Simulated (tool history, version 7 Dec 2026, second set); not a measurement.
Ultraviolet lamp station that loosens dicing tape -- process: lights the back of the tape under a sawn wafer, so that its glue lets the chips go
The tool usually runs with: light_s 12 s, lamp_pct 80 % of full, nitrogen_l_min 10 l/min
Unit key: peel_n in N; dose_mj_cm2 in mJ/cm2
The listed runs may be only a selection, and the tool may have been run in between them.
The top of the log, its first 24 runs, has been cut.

run	hour	light_s	lamp_pct	nitrogen_l_min	peel_n	dose_mj_cm2
25	453.5	17	64	10	0.245	181
26	478.5	17	64	10	0.243	183
27	494.6	17	64	10	0.234	179
28	519.6	17	64	10	0.243	181
29	532	17	64	10	0.255	178
30	558.7	17	64	10	0.272	177
31	577.9	17	64	10	0.248	180
32	589.6	20	88	14	0.081	284
33	602.5	20	88	14	0.087	282
34	623.1	21	95	3	0.125	315
35	640.7	21	95	3	0.131	319
36	654.7	8	95	3	0.785	121
37	680.2	8	95	3	0.846	120
38	693.9	8	95	3	0.832	120
39	721.2	18	97	3	0.191	268
40	732.8	18	97	3	0.191	266
41	749.6	9	99	8	0.46	136
42	769.2	9	99	8	0.488	133
43	792.9	14	64	8	0.484	135

Forecast each of these 3 alternatives for the next run:
A	812.6	12	93	10	?	?
B	812.6	12	80	5	?	?
C	812.6	7	70	15	?	?

run	peel_n	dose_mj_cm2
A	0.302	167
B	0.513	144
C	0.967	73
Had the tool no hidden state, the same runs would have come out as:
run	peel_n	dose_mj_cm2
A	0.119	254
B	0.22	218
C	0.542	111

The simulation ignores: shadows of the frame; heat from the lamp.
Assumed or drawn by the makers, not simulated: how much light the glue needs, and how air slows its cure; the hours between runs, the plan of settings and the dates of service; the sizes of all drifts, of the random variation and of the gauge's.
